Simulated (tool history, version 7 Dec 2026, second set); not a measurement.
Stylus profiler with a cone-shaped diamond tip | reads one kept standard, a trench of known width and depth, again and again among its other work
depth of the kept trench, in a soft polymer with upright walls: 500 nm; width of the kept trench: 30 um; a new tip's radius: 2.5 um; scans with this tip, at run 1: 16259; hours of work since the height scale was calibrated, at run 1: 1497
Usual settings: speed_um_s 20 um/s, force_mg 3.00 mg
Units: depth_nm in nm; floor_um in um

| run | day | speed_um_s | force_mg | scans with this tip | hours of work since the height scale was calibrated | depth_nm | floor_um |
|---|---|---|---|---|---|---|---|
| 1 | 0.000 | 20 | 3.00 | 16259 | 1497 | 503.74 | 26.84 |
| 2 | 2.262 | 20 | 3.00 | 16692 | 1537 | 503.99 | 26.88 |
| 3 | 3.946 | 20 | 3.00 | 17013 | 1567 | 503.97 | 26.90 |
| 4 | 6.062 | 20 | 3.00 | 17418 | 1604 | 504.05 | 26.88 |
| 5 | 8.350 | 20 | 3.00 | 17855 | 1644 | 504.06 | 26.85 |
| 6 | 10.267 | 20 | 4.09 | 18221 | 1678 | 504.92 | 26.81 |
| 7 | 12.292 | 20 | 6.33 | 18609 | 1714 | 506.64 | 26.89 |
| 8 | 13.783 | 20 | 3.74 | 18893 | 1740 | 504.71 | 26.86 |
| 9 | 15.438 | 20 | 3.74 | 19210 | 1769 | 504.77 | 26.95 |
| 10 | 17.958 | 20 | 3.74 | 19691 | 1813 | 504.71 | 26.86 |
|  | 19.475 | new tip fitted, height scale calibrated |
| 11 | 19.825 | 20 | 3.74 | 67 | 6 | 504.71 | 26.88 |
| 12 | 21.888 | 30 | 3.74 | 461 | 42 | 504.69 | 26.92 |
| 13 | 23.854 | 20 | 6.78 | 837 | 77 | 507.03 | 26.96 |
| 14 | 25.967 | 20 | 3.00 | 1240 | 114 | 504.09 | 26.94 |
| 15 | 27.617 | 20 | 3.00 | 1556 | 143 | 503.94 | 26.94 |
| 16 | 29.512 | 20 | 3.79 | 1918 | 177 | 504.80 | 26.91 |
| 17 | 31.654 | 20 | 3.79 | 2327 | 214 | 504.73 | 26.91 |
| 18 | 33.142 | 20 | 3.79 | 2612 | 241 | 504.86 | 26.94 |
| 19 | 35.412 | 20 | 3.79 | 3046 | 280 | 504.80 | 26.93 |
| 20 | 37.988 | 20 | 3.79 | 3538 | 326 | 504.55 | 26.91 |
| 21 | 39.275 | 20 | 3.00 | 3784 | 348 | 504.07 | 26.90 |
| 22 | 41.692 | 20 | 1.35 | 4246 | 391 | 502.43 | 26.83 |
| 23 | 44.354 | 20 | 1.35 | 4754 | 438 | 502.11 | 26.87 |
| 24 | 45.538 | 49 | 3.00 | 4980 | 459 | 503.99 | 26.75 |
| 25 | 47.867 | 22 | 4.62 | 5426 | 500 | 505.34 | 26.91 |
| 26 | 49.079 | 10 | 6.79 | 5657 | 521 | 507.23 | 26.97 |
| 27 | 51.108 | 20 | 4.24 | 6045 | 557 | 505.08 | 26.91 |
| 28 | 52.312 | 20 | 4.24 | 6275 | 578 | 505.30 | 26.88 |
| 29 | 54.188 | 77 | 8.03 | 6633 | 611 | 507.90 | 26.81 |
| 30 | 56.750 | 77 | 8.03 | 7123 | 656 | 507.79 | 26.76 |
| 31 | 58.708 | 77 | 8.03 | 7497 | 690 | 508.10 | 26.80 |
| 32 | 60.217 | 30 | 3.33 | 7785 | 717 | 504.53 | 26.85 |
| 33 | 61.558 | 12 | 7.23 | 8041 | 741 | 507.36 | 26.96 |
| 34 | 63.292 | 10 | 2.73 | 8373 | 771 | 503.98 | 26.86 |
| 35 | 66.029 | 52 | 2.73 | 8896 | 819 | 503.98 | 26.72 |
| 36 | 68.396 | 49 | 3.89 | 9348 | 861 | 505.07 | 26.76 |
| 37 | 70.483 | 6 | 2.38 | 9747 | 898 | 503.36 | 26.95 |
| 38 | 71.921 | 6 | 2.38 | 10022 | 923 | 503.45 | 27.04 |
| 39 | 73.083 | 58 | 1.61 | 10244 | 943 | 502.87 | 26.63 |
| 40 | 75.633 | 18 | 5.42 | 10731 | 988 | 505.93 | 26.85 |
| 41 | 77.908 | 18 | 5.42 | 11166 | 1028 | 506.24 | 26.94 |
| 42 | 79.167 | 23 | 3.02 | 11406 | 1050 | 504.16 | 26.93 |
| 43 | 81.112 | 11 | 7.13 | 11778 | 1085 | 507.21 | 26.95 |
| 44 | 82.554 | 11 | 7.13 | 12054 | 1110 | 507.46 | 26.95 |
| 45 | 85.183 | 8 | 4.10 | 12556 | 1156 | 505.20 | 26.91 |
| 46 | 86.567 | 8 | 4.10 | 12820 | 1181 | 505.16 | 26.99 |
| 47 | 87.862 | 8 | 4.10 | 13068 | 1203 | 504.80 | 26.91 |

Forecast each of these 3 alternatives for the next run:
| A | 89.342 | 75 | 3.00 | 13351 | 1230 | ? | ? |
| B | 89.342 | 8 | 1.25 | 13351 | 1230 | ? | ? |
| C | 89.342 | 8 | 4.95 | 13351 | 1230 | ? | ? |

| run | depth_nm | floor_um |
|---|---|---|
| A | 504.26 | 26.61 |
| B | 502.39 | 26.91 |
| C | 505.93 | 26.96 |
Without the tool's hidden state the same runs would have given:
| run | depth_nm | floor_um |
|---|---|---|
| A | 504.24 | 26.64 |
| B | 502.36 | 26.94 |
| C | 505.90 | 26.99 |
